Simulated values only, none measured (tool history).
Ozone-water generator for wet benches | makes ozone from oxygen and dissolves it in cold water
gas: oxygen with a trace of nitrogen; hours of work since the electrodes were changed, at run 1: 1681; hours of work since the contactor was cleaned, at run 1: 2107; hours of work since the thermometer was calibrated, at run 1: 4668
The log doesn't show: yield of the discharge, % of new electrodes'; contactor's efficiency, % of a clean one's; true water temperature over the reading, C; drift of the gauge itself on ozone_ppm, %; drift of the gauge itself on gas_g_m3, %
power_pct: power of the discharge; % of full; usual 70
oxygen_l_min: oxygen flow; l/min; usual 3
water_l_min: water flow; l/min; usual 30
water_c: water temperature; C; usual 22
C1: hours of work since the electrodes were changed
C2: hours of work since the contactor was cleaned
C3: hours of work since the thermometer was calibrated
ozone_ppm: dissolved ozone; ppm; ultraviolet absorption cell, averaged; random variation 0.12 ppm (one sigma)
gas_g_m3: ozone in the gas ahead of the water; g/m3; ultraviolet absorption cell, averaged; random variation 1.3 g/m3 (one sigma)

{"run": 1, "hour": 0.0, "power_pct": 70, "oxygen_l_min": 3, "water_l_min": 30, "water_c": 22, "C1": 1681, "C2": 2107, "C3": 4668, "ozone_ppm": 9.7, "gas_g_m3": 219.7}
{"run": 2, "hour": 51.7, "power_pct": 97, "oxygen_l_min": 3, "water_l_min": 30, "water_c": 22, "C1": 1730, "C2": 2155, "C3": 4717, "ozone_ppm": 12.2, "gas_g_m3": 281.6}
{"run": 3, "hour": 101.1, "power_pct": 97, "oxygen_l_min": 3, "water_l_min": 30, "water_c": 22, "C1": 1776, "C2": 2202, "C3": 4763, "ozone_ppm": 12.2, "gas_g_m3": 277.8}
{"run": 4, "hour": 139.5, "power_pct": 97, "oxygen_l_min": 3, "water_l_min": 30, "water_c": 22, "C1": 1812, "C2": 2238, "C3": 4799, "ozone_ppm": 12, "gas_g_m3": 274.3}
{"run": 5, "hour": 194.3, "power_pct": 70, "oxygen_l_min": 3, "water_l_min": 30, "water_c": 29, "C1": 1864, "C2": 2290, "C3": 4851, "ozone_ppm": 9.1, "gas_g_m3": 218.1}
{"run": 6, "hour": 235.4, "power_pct": 70, "oxygen_l_min": 3, "water_l_min": 30, "water_c": 29, "C1": 1903, "C2": 2329, "C3": 4890, "ozone_ppm": 9, "gas_g_m3": 215.8}
{"run": 7, "hour": 294.2, "power_pct": 70, "oxygen_l_min": 3, "water_l_min": 30, "water_c": 29, "C1": 1958, "C2": 2384, "C3": 4945, "ozone_ppm": 9.1, "gas_g_m3": 215.6}
{"hour": 318.8, "done": "water thermometer calibrated"}
{"run": 8, "hour": 358.0, "power_pct": 70, "oxygen_l_min": 3, "water_l_min": 30, "water_c": 29, "C1": 2018, "C2": 2444, "C3": 37, "ozone_ppm": 8.9, "gas_g_m3": 215.6}
{"run": 9, "hour": 387.1, "power_pct": 70, "oxygen_l_min": 3, "water_l_min": 30, "water_c": 29, "C1": 2045, "C2": 2471, "C3": 64, "ozone_ppm": 9.1, "gas_g_m3": 213.5}
{"hour": 404.9, "done": "contactor cleaned"}
{"run": 10, "hour": 447.5, "power_pct": 70, "oxygen_l_min": 3, "water_l_min": 30, "water_c": 29, "C1": 2098, "C2": 40, "C3": 118, "ozone_ppm": 9.5, "gas_g_m3": 215.4}
{"run": 11, "hour": 482.4, "power_pct": 70, "oxygen_l_min": 3, "water_l_min": 41, "water_c": 22, "C1": 2131, "C2": 73, "C3": 150, "ozone_ppm": 6.9, "gas_g_m3": 214.9}
{"run": 12, "hour": 516.9, "power_pct": 70, "oxygen_l_min": 3, "water_l_min": 41, "water_c": 22, "C1": 2164, "C2": 105, "C3": 183, "ozone_ppm": 6.6, "gas_g_m3": 214}
{"run": 13, "hour": 568.0, "power_pct": 70, "oxygen_l_min": 3, "water_l_min": 30, "water_c": 22, "C1": 2212, "C2": 154, "C3": 231, "ozone_ppm": 10.1, "gas_g_m3": 214.6}
{"run": 14, "hour": 629.2, "power_pct": 70, "oxygen_l_min": 3, "water_l_min": 30, "water_c": 22, "C1": 2270, "C2": 211, "C3": 289, "ozone_ppm": 9.9, "gas_g_m3": 213.4}
{"run": 15, "hour": 675.0, "power_pct": 70, "oxygen_l_min": 3, "water_l_min": 30, "water_c": 22, "C1": 2313, "C2": 254, "C3": 332, "ozone_ppm": 9.6, "gas_g_m3": 214.5}
{"run": 16, "hour": 723.7, "power_pct": 70, "oxygen_l_min": 3, "water_l_min": 30, "water_c": 22, "C1": 2359, "C2": 300, "C3": 378, "ozone_ppm": 9.9, "gas_g_m3": 212.4}
{"run": 17, "hour": 777.1, "power_pct": 82, "oxygen_l_min": 2.1, "water_l_min": 29, "water_c": 22, "C1": 2409, "C2": 351, "C3": 428, "ozone_ppm": 10, "gas_g_m3": 270.7}
{"run": 18, "hour": 814.7, "power_pct": 65, "oxygen_l_min": 3, "water_l_min": 30, "water_c": 15, "C1": 2444, "C2": 386, "C3": 463, "ozone_ppm": 9.9, "gas_g_m3": 200}
{"run": 19, "hour": 863.0, "power_pct": 65, "oxygen_l_min": 3, "water_l_min": 30, "water_c": 15, "C1": 2490, "C2": 432, "C3": 509, "ozone_ppm": 9.7, "gas_g_m3": 200.4}
{"run": 20, "hour": 911.6, "power_pct": 65, "oxygen_l_min": 3, "water_l_min": 30, "water_c": 15, "C1": 2536, "C2": 477, "C3": 555, "ozone_ppm": 9.7, "gas_g_m3": 198.7}
{"run": 21, "hour": 954.9, "power_pct": 65, "oxygen_l_min": 1.91, "water_l_min": 30, "water_c": 21, "C1": 2577, "C2": 518, "C3": 596, "ozone_ppm": 7.6, "gas_g_m3": 231.7}
{"run": 22, "hour": 987.7, "power_pct": 72, "oxygen_l_min": 3, "water_l_min": 26, "water_c": 25, "C1": 2607, "C2": 549, "C3": 627, "ozone_ppm": 11.4, "gas_g_m3": 214.6}
{"run": 23, "hour": 1048.8, "power_pct": 72, "oxygen_l_min": 3, "water_l_min": 26, "water_c": 25, "C1": 2665, "C2": 607, "C3": 684, "ozone_ppm": 11.3, "gas_g_m3": 213.3}
{"run": 24, "hour": 1091.6, "power_pct": 72, "oxygen_l_min": 3, "water_l_min": 26, "water_c": 25, "C1": 2705, "C2": 647, "C3": 724, "ozone_ppm": 11, "gas_g_m3": 214.1}
{"run": 25, "hour": 1158.9, "power_pct": 72, "oxygen_l_min": 3, "water_l_min": 26, "water_c": 25, "C1": 2769, "C2": 710, "C3": 788, "ozone_ppm": 11.5, "gas_g_m3": 213.5}
{"run": 26, "hour": 1211.2, "power_pct": 72, "oxygen_l_min": 5.16, "water_l_min": 26, "water_c": 26, "C1": 2818, "C2": 760, "C3": 837, "ozone_ppm": 12.6, "gas_g_m3": 175}
{"run": 27, "hour": 1276.5, "power_pct": 70, "oxygen_l_min": 2.8, "water_l_min": 23, "water_c": 22, "C1": 2880, "C2": 821, "C3": 899, "ozone_ppm": 12.5, "gas_g_m3": 211.4}
{"run": 28, "hour": 1343.9, "power_pct": 70, "oxygen_l_min": 3, "water_l_min": 30, "water_c": 18, "C1": 2943, "C2": 885, "C3": 962, "ozone_ppm": 9.7, "gas_g_m3": 206.5}
{"run": 29, "hour": 1410.8, "power_pct": 44, "oxygen_l_min": 3, "water_l_min": 30, "water_c": 14, "C1": 3006, "C2": 948, "C3": 1025, "ozone_ppm": 7.3, "gas_g_m3": 149.3}
{"run": 30, "hour": 1477.4, "power_pct": 70, "oxygen_l_min": 3, "water_l_min": 23, "water_c": 22, "C1": 3069, "C2": 1011, "C3": 1088, "ozone_ppm": 12.8, "gas_g_m3": 205.8}
{"run": 31, "hour": 1539.7, "power_pct": 81, "oxygen_l_min": 3, "water_l_min": 31, "water_c": 22, "C1": 3128, "C2": 1069, "C3": 1147, "ozone_ppm": 9.9, "gas_g_m3": 226.2}
{"run": 32, "hour": 1581.8, "power_pct": 77, "oxygen_l_min": 1.87, "water_l_min": 30, "water_c": 21, "C1": 3167, "C2": 1109, "C3": 1186, "ozone_ppm": 8.1, "gas_g_m3": 257.8}

Hidden state or all else? Some run-to-run changes of ozone_ppm, split into what the settings, what came in and random variation would give without the hidden state, and what is left for the hidden state (with any gauge scatter that isn't in both results):
Run 4 -> 5: power_pct 97 -> 70, water_c 22 -> 29. ozone_ppm -2.9 ppm: hidden state +0.7, all else -3.6.
Run 12 -> 13: water_l_min 41 -> 30. ozone_ppm +3.5 ppm: hidden state -0.3, all else +3.8.
Run 21 -> 22: power_pct 65 -> 72, oxygen_l_min 1.91 -> 3, water_l_min 30 -> 26, water_c 21 -> 25. ozone_ppm +3.8 ppm: hidden state -0.7, all else +4.5.
Run 28 -> 29: power_pct 70 -> 44, water_c 18 -> 14. ozone_ppm -2.4 ppm: hidden state +0.8, all else -3.2.
Run 29 -> 30: power_pct 44 -> 70, water_l_min 30 -> 23, water_c 14 -> 22. ozone_ppm +5.5 ppm: hidden state -1.4, all else +6.9.
